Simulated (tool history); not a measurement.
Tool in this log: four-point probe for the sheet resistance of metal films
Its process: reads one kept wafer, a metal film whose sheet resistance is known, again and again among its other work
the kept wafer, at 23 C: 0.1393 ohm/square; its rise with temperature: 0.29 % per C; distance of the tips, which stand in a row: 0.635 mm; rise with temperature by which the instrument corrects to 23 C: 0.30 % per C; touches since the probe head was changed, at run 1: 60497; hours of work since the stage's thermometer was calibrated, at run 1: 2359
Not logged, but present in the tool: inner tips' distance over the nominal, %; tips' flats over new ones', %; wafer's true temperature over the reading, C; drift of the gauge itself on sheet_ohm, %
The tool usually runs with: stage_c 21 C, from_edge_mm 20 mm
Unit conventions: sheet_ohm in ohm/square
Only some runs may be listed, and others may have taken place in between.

run    hour  stage_c  from_edge_mm  touches since the probe head was changed  hours of work since the stage's thermometer was calibrated  sheet_ohm
  1       0       21            20                                     60497                                                        2359   0.139403
  2      92       21            20                                     65016                                                        2411   0.139415
  3   197.5       24            20                                     70195                                                        2470   0.139299
  4   283.7       21            20                                     74425                                                        2518   0.139377
  5     334       21            20                                     76897                                                        2547   0.139425
  6   406.4       32            20                                     80454                                                        2587   0.139201
      453.1  -- stage's thermometer calibrated
  7   497.4       32            20                                     84899                                                          25   0.139172
  8     619       21            20                                     90866                                                          93   0.139369
      625.8  -- new probe head fitted
  9   714.1       21            20                                      4334                                                         146   0.139435
 10   786.6       21             6                                      7895                                                         187   0.140216
 11   857.3       21             6                                     11368                                                         226   0.140228
 12   919.6       21             6                                     14427                                                         261   0.140148
 13  1021.5       28            11                                     19427                                                         318   0.139424
 14  1135.6       28            11                                     25029                                                         382   0.139408
 15  1226.2       28            11                                     29482                                                         433   0.139461
 16  1341.7       28            59                                     35150                                                         498   0.139244
 17  1452.4       20            10                                     40590                                                         560   0.139649
 18  1552.9       27            24                                     45523                                                         617   0.139309
 19  1659.5       34            12                                     50754                                                         677   0.139285
 20  1729.2       25             3                                     54179                                                         716   0.142511
 21  1803.7       21            17                                     57838                                                         758   0.139502
 22  1876.6       21            17                                     61418                                                         798   0.139427
 23  1954.3       33            20                                     65233                                                         842   0.139182

Predict each of these 4 candidate next runs independently; none follows another, all start after run 23:
  A  2074.5       30            49                                     71135                                                         909          ?
  B  2074.5       33            73                                     71135                                                         909          ?
  C  2074.5       34             4                                     71135                                                         909          ?
  D  2074.5       24            18                                     71135                                                         909          ?

run  sheet_ohm
  A   0.139185
  B   0.139141
  C   0.140944
  D   0.139376
Take away the tool's hidden state, keep each run's random variation, and the runs would have read:
run  sheet_ohm
  A   0.139191
  B   0.139147
  C    0.14095
  D   0.139382

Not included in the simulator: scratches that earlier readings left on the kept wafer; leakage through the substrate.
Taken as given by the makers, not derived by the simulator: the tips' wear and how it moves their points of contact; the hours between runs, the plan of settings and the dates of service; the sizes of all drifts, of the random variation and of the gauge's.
